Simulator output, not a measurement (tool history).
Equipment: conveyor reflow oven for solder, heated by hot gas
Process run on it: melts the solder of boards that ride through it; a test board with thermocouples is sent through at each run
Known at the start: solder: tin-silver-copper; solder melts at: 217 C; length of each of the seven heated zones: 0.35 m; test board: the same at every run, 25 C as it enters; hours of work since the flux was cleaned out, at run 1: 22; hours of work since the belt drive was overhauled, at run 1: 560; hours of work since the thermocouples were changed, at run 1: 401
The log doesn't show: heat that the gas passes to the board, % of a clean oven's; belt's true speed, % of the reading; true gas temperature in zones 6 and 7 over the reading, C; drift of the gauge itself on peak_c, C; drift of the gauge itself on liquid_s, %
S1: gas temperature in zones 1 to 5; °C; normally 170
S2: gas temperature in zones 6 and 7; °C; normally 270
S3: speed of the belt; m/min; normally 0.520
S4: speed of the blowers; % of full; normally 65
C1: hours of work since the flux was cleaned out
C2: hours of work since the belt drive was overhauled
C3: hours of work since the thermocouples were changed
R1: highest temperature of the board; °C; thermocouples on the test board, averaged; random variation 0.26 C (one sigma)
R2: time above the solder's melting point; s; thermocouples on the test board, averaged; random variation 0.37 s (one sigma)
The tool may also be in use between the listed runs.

run   hour   S1   S2     S3  S4   C1   C2   C3     R1    R2
  1    0.0  170  270  0.520  65   22  560  401  255.0  61.5
  2   18.8  170  270  0.520  65   30  569  409  255.3  61.9
  3   43.2  170  270  0.520  65   41  580  420  255.4  61.2
  4   70.4  170  270  0.520  65   53  592  432  255.3  62.1
  5   84.2  170  270  0.520  65   59  598  439  254.9  61.6
  6   99.7  170  260  0.520  65   66  605  446  246.6  54.8
  7  132.1  170  260  0.520  65   81  620  460  247.0  55.4
  8  156.3  170  270  0.459  65   92  631  471  258.8  73.5
  9  177.0  170  270  0.459  65  101  640  480  259.0  73.9
 10  197.7  170  270  0.459  65  111  649  490  258.8  72.8
 11  215.2  170  270  0.459  65  118  657  497  258.4  74.9
     221.5  -- flux residue cleaned out of gas plates and filters
 12  249.9  170  270  0.520  65   13  671  511  254.2  60.7
 13  273.3  170  270  0.520  65   23  681  521  254.3  62.2
 14  290.7  170  270  0.520  65   31  689  529  254.5  61.1
 15  304.7  170  270  0.520  65   37  695  536  254.1  60.5
     323.6  -- flux residue cleaned out of gas plates and filters, once more
 16  337.3  170  270  0.520  65    6  708  548  255.7  62.3

The next listed run, before its measurement:
 17  353.2  170  270  0.520  65  13  715  555   ?   ?

R1: 255.4 °C
R2: 62.6 s
Were there no unlogged condition in the tool, this run, its random variation unchanged, would have produced R1 254.4 °C, R2 61.3 s.
